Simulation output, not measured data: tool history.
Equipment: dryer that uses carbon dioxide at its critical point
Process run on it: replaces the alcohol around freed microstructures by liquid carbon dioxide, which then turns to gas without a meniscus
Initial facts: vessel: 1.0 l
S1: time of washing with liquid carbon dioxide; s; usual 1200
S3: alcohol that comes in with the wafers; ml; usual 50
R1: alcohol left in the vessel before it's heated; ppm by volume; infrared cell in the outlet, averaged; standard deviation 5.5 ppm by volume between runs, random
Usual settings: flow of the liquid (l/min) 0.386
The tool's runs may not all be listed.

Run 1, hour 0.0: usual settings. Result: R1 217 ppm by volume.
Run 2, hour 8.3: usual settings. Result: R1 216 ppm by volume.
Run 3, hour 22.5: usual settings but S1 1020 s. Result: R1 448 ppm by volume.
Run 4, hour 31.0: usual settings but S1 1380 s. Result: R1 130 ppm by volume.
Run 5, hour 46.4: usual settings but S1 1380 s, flow of the liquid (l/min) 0.498. Result: R1 69 ppm by volume.
Run 6, hour 59.2: usual settings. Result: R1 228 ppm by volume.
Run 7, hour 73.5: usual settings. Result: R1 239 ppm by volume.
Run 8, hour 81.9: usual settings but S1 960 s. Result: R1 594 ppm by volume.
Run 9, hour 97.3: usual settings but S1 960 s. Result: R1 610 ppm by volume.
Run 10, hour 105.0: usual settings but S3 37 ml. Result: R1 197 ppm by volume.
Run 11, hour 119.4: usual settings but S3 37 ml. Result: R1 203 ppm by volume.
Run 12, hour 136.9: usual settings but S3 114 ml. Result: R1 475 ppm by volume.
Run 13, hour 149.2: usual settings. Result: R1 262 ppm by volume.
Run 14, hour 166.4: usual settings. Result: R1 265 ppm by volume.
Run 15, hour 176.0: usual settings but flow of the liquid (l/min) 0.468. Result: R1 133 ppm by volume.
Run 16, hour 184.7: usual settings but flow of the liquid (l/min) 0.254, S3 48 ml. Result: R1 1341 ppm by volume.
Run 17, hour 193.3: usual settings but flow of the liquid (l/min) 0.447, S3 26 ml. Result: R1 108 ppm by volume.
Run 18, hour 202.5: usual settings but S1 840 s, S3 53 ml. Result: R1 1188 ppm by volume.
Run 19, hour 214.3: usual settings but S1 900 s, flow of the liquid (l/min) 0.432, S3 29 ml. Result: R1 353 ppm by volume.
Run 20, hour 222.2: usual settings but S1 780 s, flow of the liquid (l/min) 0.408, S3 21 ml. Result: R1 557 ppm by volume.
Run 21, hour 234.3: usual settings but S1 780 s, flow of the liquid (l/min) 0.408, S3 21 ml. Result: R1 552 ppm by volume.
Run 22, hour 248.6: usual settings but S1 1680 s. Result: R1 91 ppm by volume.
Run 23, hour 257.8: usual settings but S1 1740 s, flow of the liquid (l/min) 0.298, S3 37 ml. Result: R1 161 ppm by volume.
Run 24, hour 266.5: usual settings but S1 780 s, flow of the liquid (l/min) 0.534, S3 27 ml. Result: R1 268 ppm by volume.
Run 25, hour 280.8: usual settings but S1 780 s, flow of the liquid (l/min) 0.534, S3 27 ml. Result: R1 266 ppm by volume.
Run 26, hour 294.3: usual settings but S1 1380 s, S3 26 ml. Result: R1 130 ppm by volume.
Run 27, hour 305.2: usual settings but flow of the liquid (l/min) 0.295, S3 47 ml. Result: R1 837 ppm by volume.
Run 28, hour 313.9: usual settings but S1 1260 s, S3 93 ml. Result: R1 386 ppm by volume.
Run 29, hour 326.7: usual settings but S1 1080 s. Result: R1 474 ppm by volume.

Forecast each of these 5 alternatives for the next run:
Run A, hour 344.0: usual settings but S1 1080 s, flow of the liquid (l/min) 0.460. Result: R1 ?.
Run B, hour 344.0: usual settings but S1 1080 s, flow of the liquid (l/min) 0.639, S3 49 ml. Result: R1 ?.
Run C, hour 344.0: usual settings but S1 960 s, S3 29 ml. Result: R1 ?.
Run D, hour 344.0: usual settings but S1 900 s, flow of the liquid (l/min) 0.378. Result: R1 ?.
Run E, hour 344.0: usual settings but S3 36 ml. Result: R1 ?.

run    R1
  A   227
  B   105
  C   475
  D  1053
  E   254
The same runs, with their run-to-run variation unchanged, on a tool lacking any hidden condition would have given:
run   R1
  A   97
  B   21
  C  291
  D  730
  E  121
